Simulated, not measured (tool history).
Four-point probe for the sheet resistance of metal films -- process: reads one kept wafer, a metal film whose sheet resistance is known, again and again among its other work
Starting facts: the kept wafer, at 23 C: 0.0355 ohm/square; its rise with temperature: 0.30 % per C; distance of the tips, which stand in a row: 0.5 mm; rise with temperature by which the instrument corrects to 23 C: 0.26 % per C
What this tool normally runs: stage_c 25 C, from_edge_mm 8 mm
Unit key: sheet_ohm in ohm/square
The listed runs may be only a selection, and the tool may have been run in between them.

| run | hour | stage_c | from_edge_mm | sheet_ohm |
|---|---|---|---|---|
| 1 | 0 | 25 | 8 | 0.035557 |
| 2 | 25.3 | 31 | 8 | 0.035609 |
| 3 | 52 | 25 | 4 | 0.03576 |
| 4 | 85.1 | 25 | 4 | 0.035775 |
| 5 | 126.9 | 24 | 4 | 0.035747 |
| 6 | 162.9 | 25 | 19 | 0.035478 |
| 7 | 205.4 | 25 | 19 | 0.035478 |
| 8 | 236.6 | 25 | 8 | 0.035541 |
| 9 | 278.3 | 25 | 8 | 0.035563 |
| 10 | 323.5 | 18 | 12 | 0.035413 |
| 11 | 370.6 | 30 | 32 | 0.035535 |
| 12 | 404.7 | 32 | 10 | 0.035611 |
| 13 | 439.9 | 28 | 16 | 0.035529 |
| 14 | 469.2 | 25 | 54 | 0.035478 |
| 15 | 516.3 | 33 | 68 | 0.035583 |
| 16 | 563.9 | 33 | 68 | 0.035582 |
| 17 | 585 | 23 | 29 | 0.035452 |

Each row is a separate what-if for the run after 17, all from the same tool condition, not one after another. Results?
| A | 617.5 | 25 | 5 | ? |
| B | 617.5 | 35 | 9 | ? |
| C | 617.5 | 27 | 29 | ? |

| run | sheet_ohm |
|---|---|
| A | 0.035664 |
| B | 0.035652 |
| C | 0.035502 |
Stripped of hidden state, with their random variation kept, the same runs would have yielded:
| run | sheet_ohm |
|---|---|
| A | 0.035712 |
| B | 0.035698 |
| C | 0.035549 |

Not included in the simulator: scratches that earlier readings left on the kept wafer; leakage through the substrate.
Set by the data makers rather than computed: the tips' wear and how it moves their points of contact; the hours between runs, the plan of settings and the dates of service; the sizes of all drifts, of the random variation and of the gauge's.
